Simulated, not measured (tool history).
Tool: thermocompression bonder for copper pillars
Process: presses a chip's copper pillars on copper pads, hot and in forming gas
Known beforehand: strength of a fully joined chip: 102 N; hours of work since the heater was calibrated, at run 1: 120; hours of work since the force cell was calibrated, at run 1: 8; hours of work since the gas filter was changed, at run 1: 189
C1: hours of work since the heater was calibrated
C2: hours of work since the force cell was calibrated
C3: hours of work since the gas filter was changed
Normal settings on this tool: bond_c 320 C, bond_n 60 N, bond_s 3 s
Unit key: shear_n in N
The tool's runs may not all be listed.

Run 1, hour 0.0: usual settings; C1 120; C2 8; C3 189. Result: shear_n 46.8 N.
Run 2, hour 70.9: usual settings; C1 153; C2 41; C3 222. Result: shear_n 47.0 N.
Run 3, hour 158.2: usual settings; C1 195; C2 83; C3 264. Result: shear_n 46.5 N.
Run 4, hour 212.3: usual settings; C1 220; C2 108; C3 289. Result: shear_n 47.2 N.
Run 5, hour 277.8: usual settings; C1 251; C2 139; C3 320. Result: shear_n 46.2 N.
Run 6, hour 336.6: usual settings but bond_n 44 N; C1 279; C2 167; C3 348. Result: shear_n 41.6 N.
Run 7, hour 383.8: usual settings but bond_n 44 N; C1 301; C2 189; C3 370. Result: shear_n 41.3 N.
Run 8, hour 451.4: usual settings but bond_n 44 N; C1 333; C2 221; C3 402. Result: shear_n 41.1 N.
At hour 464.0: forming gas filter changed.
Run 9, hour 491.2: usual settings but bond_n 44 N; C1 352; C2 240; C3 13. Result: shear_n 41.2 N.
Run 10, hour 576.4: usual settings but bond_n 44 N; C1 392; C2 280; C3 53. Result: shear_n 42.7 N.
Run 11, hour 651.6: usual settings but bond_n 44 N; C1 428; C2 316; C3 89. Result: shear_n 42.2 N.
Run 12, hour 739.8: usual settings but bond_n 44 N; C1 469; C2 357; C3 130. Result: shear_n 42.5 N.
Run 13, hour 826.8: usual settings but bond_n 44 N; C1 511; C2 399; C3 172. Result: shear_n 43.7 N.
Run 14, hour 915.1: usual settings but bond_s 2 s; C1 552; C2 440; C3 213. Result: shear_n 42.1 N.
Run 15, hour 1000.4: usual settings but bond_s 2 s; C1 593; C2 481; C3 254. Result: shear_n 42.4 N.
Run 16, hour 1068.0: usual settings but bond_s 2 s; C1 625; C2 513; C3 286. Result: shear_n 42.4 N.
Run 17, hour 1133.1: usual settings but bond_s 2 s; C1 655; C2 543; C3 316. Result: shear_n 42.6 N.
Run 18, hour 1189.2: usual settings but bond_s 2 s; C1 682; C2 570; C3 343. Result: shear_n 42.7 N.
Run 19, hour 1235.7: usual settings but bond_s 2 s; C1 704; C2 592; C3 365. Result: shear_n 43.5 N.
Run 20, hour 1296.2: usual settings but bond_c 304 C, bond_s 2 s; C1 732; C2 621; C3 393. Result: shear_n 36.6 N.
At hour 1323.3: forming gas filter changed.
Run 21, hour 1386.5: usual settings but bond_c 302 C, bond_n 77 N, bond_s 2 s; C1 775; C2 663; C3 30. Result: shear_n 42.1 N.
Run 22, hour 1449.0: usual settings but bond_c 348 C, bond_n 67 N, bond_s 2 s; C1 804; C2 693; C3 59. Result: shear_n 60.1 N.
Run 23, hour 1493.6: usual settings but bond_c 317 C, bond_n 38 N, bond_s 2 s; C1 826; C2 714; C3 81. Result: shear_n 32.8 N.
Run 24, hour 1567.1: usual settings but bond_n 36 N; C1 860; C2 748; C3 115. Result: shear_n 41.0 N.
Run 25, hour 1642.7: usual settings but bond_c 322 C, bond_n 38 N, bond_s 2 s; C1 896; C2 784; C3 151. Result: shear_n 36.9 N.
Run 26, hour 1716.9: usual settings but bond_c 295 C, bond_n 48 N, bond_s 2 s; C1 931; C2 819; C3 186. Result: shear_n 30.1 N.
At hour 1725.3: force cell calibrated.
Run 27, hour 1792.7: usual settings but bond_c 335 C, bond_n 59 N, bond_s 6 s; C1 966; C2 32; C3 221. Result: shear_n 73.0 N.
Run 28, hour 1875.9: usual settings but bond_c 301 C, bond_n 59 N, bond_s 6 s; C1 1006; C2 71; C3 261. Result: shear_n 55.0 N.
At hour 1893.5: force cell calibrated, once more.
Run 29, hour 1950.4: usual settings but bond_c 301 C, bond_n 42 N, bond_s 6 s; C1 1040; C2 27; C3 295. Result: shear_n 46.0 N.
Run 30, hour 1997.9: usual settings but bond_c 301 C, bond_n 42 N, bond_s 6 s; C1 1063; C2 49; C3 318. Result: shear_n 45.3 N.
Run 31, hour 2076.7: usual settings but bond_c 325 C, bond_n 42 N, bond_s 2 s; C1 1100; C2 87; C3 355. Result: shear_n 37.0 N.
At hour 2096.2: heater calibrated with a thermocouple chip.
Run 32, hour 2167.4: usual settings but bond_c 292 C, bond_n 52 N; C1 34; C2 129; C3 397. Result: shear_n 31.4 N.
At hour 2189.8: forming gas filter changed.
Run 33, hour 2220.8: usual settings but bond_s 2 s; C1 59; C2 154; C3 15. Result: shear_n 42.1 N.
Run 34, hour 2286.4: usual settings but bond_c 315 C, bond_s 5 s; C1 90; C2 185; C3 46. Result: shear_n 56.2 N.
Run 35, hour 2372.2: usual settings but bond_c 333 C, bond_n 39 N; C1 130; C2 225; C3 86. Result: shear_n 45.3 N.
Run 36, hour 2428.7: usual settings but bond_c 333 C, bond_n 75 N, bond_s 2 s; C1 157; C2 252; C3 113. Result: shear_n 52.1 N.
Run 37, hour 2481.0: usual settings but bond_c 329 C, bond_n 42 N, bond_s 4 s; C1 182; C2 277; C3 138. Result: shear_n 49.8 N.
Run 38, hour 2559.6: usual settings but bond_c 294 C, bond_s 2 s; C1 219; C2 314; C3 175. Result: shear_n 30.9 N.

4 ways to go on from here, each from the tool as it stands after run 38. What would each give?
Run A, hour 2620.0: usual settings but bond_n 89 N, bond_s 2 s; C1 247; C2 342; C3 203. Result: shear_n ?.
Run B, hour 2620.0: usual settings but bond_c 318 C; C1 247; C2 342; C3 203. Result: shear_n ?.
Run C, hour 2620.0: usual settings but bond_c 308 C, bond_s 2 s; C1 247; C2 342; C3 203. Result: shear_n ?.
Run D, hour 2620.0: usual settings but bond_c 333 C, bond_n 37 N; C1 247; C2 342; C3 203. Result: shear_n ?.

run  shear_n
  A     52.0
  B     46.7
  C     37.4
  D     43.0
Take away the tool's hidden state, keep each run's random variation, and the runs would have read:
run  shear_n
  A     50.5
  B     45.2
  C     36.0
  D     41.7
